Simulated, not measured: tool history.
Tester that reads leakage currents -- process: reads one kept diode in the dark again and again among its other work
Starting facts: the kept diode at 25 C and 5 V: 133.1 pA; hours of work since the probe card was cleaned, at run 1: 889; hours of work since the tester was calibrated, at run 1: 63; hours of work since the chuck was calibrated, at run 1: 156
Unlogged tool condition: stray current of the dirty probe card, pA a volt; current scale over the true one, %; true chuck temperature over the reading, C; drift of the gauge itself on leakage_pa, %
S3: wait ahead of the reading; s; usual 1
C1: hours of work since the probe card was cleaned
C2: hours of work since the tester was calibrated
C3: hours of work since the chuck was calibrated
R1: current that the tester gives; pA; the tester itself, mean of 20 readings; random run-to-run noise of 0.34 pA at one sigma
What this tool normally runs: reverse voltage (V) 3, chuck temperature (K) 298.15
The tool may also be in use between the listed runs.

{"run": 1, "hour": 0.0, "reverse voltage (V)": 3, "chuck temperature (K)": 298.15, "S3": 1, "C1": 889, "C2": 63, "C3": 156, "R1": 112.9}
{"run": 2, "hour": 19.0, "reverse voltage (V)": 3, "chuck temperature (K)": 298.15, "S3": 6.12, "C1": 899, "C2": 73, "C3": 166, "R1": 113}
{"run": 3, "hour": 55.4, "reverse voltage (V)": 3, "chuck temperature (K)": 298.15, "S3": 6.12, "C1": 918, "C2": 92, "C3": 185, "R1": 113.08}
{"run": 4, "hour": 74.0, "reverse voltage (V)": 3, "chuck temperature (K)": 299.15, "S3": 1, "C1": 928, "C2": 101, "C3": 195, "R1": 123.82}
{"run": 5, "hour": 101.8, "reverse voltage (V)": 3, "chuck temperature (K)": 299.15, "S3": 1, "C1": 942, "C2": 116, "C3": 209, "R1": 124.16}
{"run": 6, "hour": 119.0, "reverse voltage (V)": 3, "chuck temperature (K)": 299.15, "S3": 1, "C1": 951, "C2": 125, "C3": 218, "R1": 123.76}
{"run": 7, "hour": 144.5, "reverse voltage (V)": 3, "chuck temperature (K)": 299.15, "S3": 1, "C1": 964, "C2": 138, "C3": 232, "R1": 123.14}
{"run": 8, "hour": 166.2, "reverse voltage (V)": 6.27, "chuck temperature (K)": 298.15, "S3": 1, "C1": 976, "C2": 149, "C3": 243, "R1": 144.04}
{"run": 9, "hour": 189.8, "reverse voltage (V)": 3, "chuck temperature (K)": 298.15, "S3": 1, "C1": 988, "C2": 162, "C3": 255, "R1": 113.16}
{"run": 10, "hour": 228.9, "reverse voltage (V)": 3, "chuck temperature (K)": 298.15, "S3": 1, "C1": 1008, "C2": 182, "C3": 276, "R1": 113.18}
{"run": 11, "hour": 251.1, "reverse voltage (V)": 3, "chuck temperature (K)": 298.15, "S3": 1, "C1": 1020, "C2": 193, "C3": 287, "R1": 113.33}
{"run": 12, "hour": 268.8, "reverse voltage (V)": 3, "chuck temperature (K)": 298.15, "S3": 0.8, "C1": 1029, "C2": 203, "C3": 296, "R1": 113.02}
{"run": 13, "hour": 287.9, "reverse voltage (V)": 3, "chuck temperature (K)": 298.15, "S3": 0.8, "C1": 1039, "C2": 213, "C3": 306, "R1": 113.58}
{"run": 14, "hour": 325.3, "reverse voltage (V)": 3, "chuck temperature (K)": 298.15, "S3": 0.8, "C1": 1059, "C2": 232, "C3": 326, "R1": 113.38}
{"run": 15, "hour": 356.7, "reverse voltage (V)": 3, "chuck temperature (K)": 298.15, "S3": 0.8, "C1": 1075, "C2": 248, "C3": 342, "R1": 114.32}
{"run": 16, "hour": 392.3, "reverse voltage (V)": 3, "chuck temperature (K)": 304.15, "S3": 0.8, "C1": 1093, "C2": 267, "C3": 361, "R1": 190.87}
{"run": 17, "hour": 430.8, "reverse voltage (V)": 3, "chuck temperature (K)": 304.15, "S3": 0.8, "C1": 1113, "C2": 287, "C3": 381, "R1": 190.18}
{"run": 18, "hour": 448.8, "reverse voltage (V)": 3, "chuck temperature (K)": 298.15, "S3": 1, "C1": 1123, "C2": 296, "C3": 390, "R1": 112.93}
{"run": 19, "hour": 470.4, "reverse voltage (V)": 3, "chuck temperature (K)": 298.15, "S3": 1, "C1": 1134, "C2": 308, "C3": 401, "R1": 113.13}

Run 20 has not been measured yet. What should we expect?
{"run": 20, "hour": 495.4, "reverse voltage (V)": 3, "chuck temperature (K)": 298.15, "S3": 1, "C1": 1147, "C2": 321, "C3": 414, "R1": "?"}

{"run 20": {"R1": 112.71}}
Minus the tool's unlogged condition, the same run would have read R1 112.67 pA.

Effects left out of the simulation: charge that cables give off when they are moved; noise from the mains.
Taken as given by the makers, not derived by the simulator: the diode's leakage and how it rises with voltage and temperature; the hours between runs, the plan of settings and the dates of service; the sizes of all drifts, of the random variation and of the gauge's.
